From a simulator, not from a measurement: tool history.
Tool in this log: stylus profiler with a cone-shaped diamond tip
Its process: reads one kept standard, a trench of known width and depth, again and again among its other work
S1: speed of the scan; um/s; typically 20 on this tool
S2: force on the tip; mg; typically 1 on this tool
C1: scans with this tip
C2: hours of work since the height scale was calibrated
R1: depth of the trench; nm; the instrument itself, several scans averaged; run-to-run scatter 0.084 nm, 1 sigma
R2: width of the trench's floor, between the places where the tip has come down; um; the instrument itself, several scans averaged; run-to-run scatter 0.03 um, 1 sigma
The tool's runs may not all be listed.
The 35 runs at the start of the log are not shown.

{"run": 36, "hour": 600.6, "S1": 17, "S2": 0.36, "C1": 7584, "C2": 553, "R1": 200.39, "R2": 27.77}
{"run": 37, "hour": 615.9, "S1": 17, "S2": 0.36, "C1": 7726, "C2": 563, "R1": 200.28, "R2": 27.72}
{"run": 38, "hour": 633.8, "S1": 17, "S2": 0.36, "C1": 7891, "C2": 575, "R1": 200.29, "R2": 27.72}
{"run": 39, "hour": 648.9, "S1": 17, "S2": 0.36, "C1": 8031, "C2": 585, "R1": 200.36, "R2": 27.77}
{"run": 40, "hour": 668.2, "S1": 45, "S2": 0.36, "C1": 8209, "C2": 598, "R1": 200.25, "R2": 27.52}
{"run": 41, "hour": 681.0, "S1": 51, "S2": 0.61, "C1": 8328, "C2": 607, "R1": 200.64, "R2": 27.6}
{"run": 42, "hour": 694.7, "S1": 51, "S2": 0.61, "C1": 8455, "C2": 616, "R1": 200.53, "R2": 27.54}
{"run": 43, "hour": 713.8, "S1": 10, "S2": 2.63, "C1": 8631, "C2": 629, "R1": 202.29, "R2": 27.84}
{"run": 44, "hour": 730.8, "S1": 10, "S2": 2.63, "C1": 8788, "C2": 641, "R1": 202.51, "R2": 27.87}
{"run": 45, "hour": 745.4, "S1": 27, "S2": 0.78, "C1": 8924, "C2": 650, "R1": 200.87, "R2": 27.71}
{"run": 46, "hour": 757.8, "S1": 27, "S2": 0.78, "C1": 9037, "C2": 659, "R1": 200.81, "R2": 27.69}

Predict each of these 4 candidate next runs independently; none follows another, all start after run 46:
{"run": "A", "hour": 781.1, "S1": 8, "S2": 1.15, "C1": 9253, "C2": 674, "R1": "?", "R2": "?"}
{"run": "B", "hour": 781.1, "S1": 14, "S2": 1.76, "C1": 9253, "C2": 674, "R1": "?", "R2": "?"}
{"run": "C", "hour": 781.1, "S1": 18, "S2": 0.99, "C1": 9253, "C2": 674, "R1": "?", "R2": "?"}
{"run": "D", "hour": 781.1, "S1": 8, "S2": 0.78, "C1": 9253, "C2": 674, "R1": "?", "R2": "?"}

run=A R1=201.15 R2=27.81
run=B R1=201.78 R2=27.76
run=C R1=200.92 R2=27.77
run=D R1=200.91 R2=27.8
Take away the tool's hidden state, keep each run's random variation, and the runs would have read:
run=A R1=201.67 R2=28.24
run=B R1=202.3 R2=28.19
run=C R1=201.44 R2=28.2
run=D R1=201.42 R2=28.22

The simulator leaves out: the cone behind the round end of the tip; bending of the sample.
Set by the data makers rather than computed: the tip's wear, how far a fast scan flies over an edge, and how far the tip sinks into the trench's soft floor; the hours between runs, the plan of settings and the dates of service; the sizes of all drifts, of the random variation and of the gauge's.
